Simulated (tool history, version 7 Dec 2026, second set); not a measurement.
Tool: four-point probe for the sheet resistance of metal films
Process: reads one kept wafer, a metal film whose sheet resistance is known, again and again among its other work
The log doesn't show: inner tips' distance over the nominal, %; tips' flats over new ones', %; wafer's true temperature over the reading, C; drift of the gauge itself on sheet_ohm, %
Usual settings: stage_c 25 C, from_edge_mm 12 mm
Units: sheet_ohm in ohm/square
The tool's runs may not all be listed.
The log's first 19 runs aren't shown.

run	hour	stage_c	from_edge_mm	touches since the probe head was changed	hours of work since the stage's thermometer was calibrated	sheet_ohm
20	1574.8	25	12	67236	794	4.486284
21	1625.5	25	19	69688	829	4.474846
22	1733.5	25	19	74912	904	4.475073
23	1834.3	25	4	79790	973	4.609594
24	1901.8	19	41	83054	1020	4.486668
25	2000.2	22	41	87814	1088	4.475199
26	2062.8	27	29	90844	1131	4.456461
27	2176.9	27	29	96363	1210	4.456544
28	2232.7	23	25	99061	1249	4.46942
29	2348.8	23	25	104679	1329	4.467777
30	2411.9	23	25	107733	1372	4.46771
31	2495.2	29	12	111761	1430	4.456349
32	2572.2	29	12	115485	1483	4.455426
33	2648.4	29	12	119173	1536	4.454232
34	2700	28	60	121668	1571	4.440384
35	2779.9	32	9	125536	1627	4.454402
36	2867.9	32	9	129789	1687	4.453829
37	2971.5	35	13	134804	1759	4.426231
# hour 3078.7: new probe head fitted
38	3086.9	30	57	392	1838	4.490271
39	3151.7	27	6	3528	1883	4.565165
40	3267.8	34	64	9145	1963	4.47153
41	3360.2	34	26	13617	2027	4.470656
# hour 3397.8: stage's thermometer calibrated
42	3441.4	20	5	17518	30	4.606516
43	3555.4	20	5	23034	109	4.602318
44	3664.8	20	5	28325	184	4.600461

4 ways to go on from here, each from the tool as it stands after run 44. What would each give?
A	3717	30	7	30851	221	?
B	3717	25	13	30851	221	?
C	3717	25	12	30851	221	?
D	3717	28	10	30851	221	?

run	sheet_ohm
A	4.520588
B	4.500256
C	4.504427
D	4.500717
Without the tool's hidden state the same runs would have given:
run	sheet_ohm
A	4.522211
B	4.501855
C	4.506027
D	4.502327
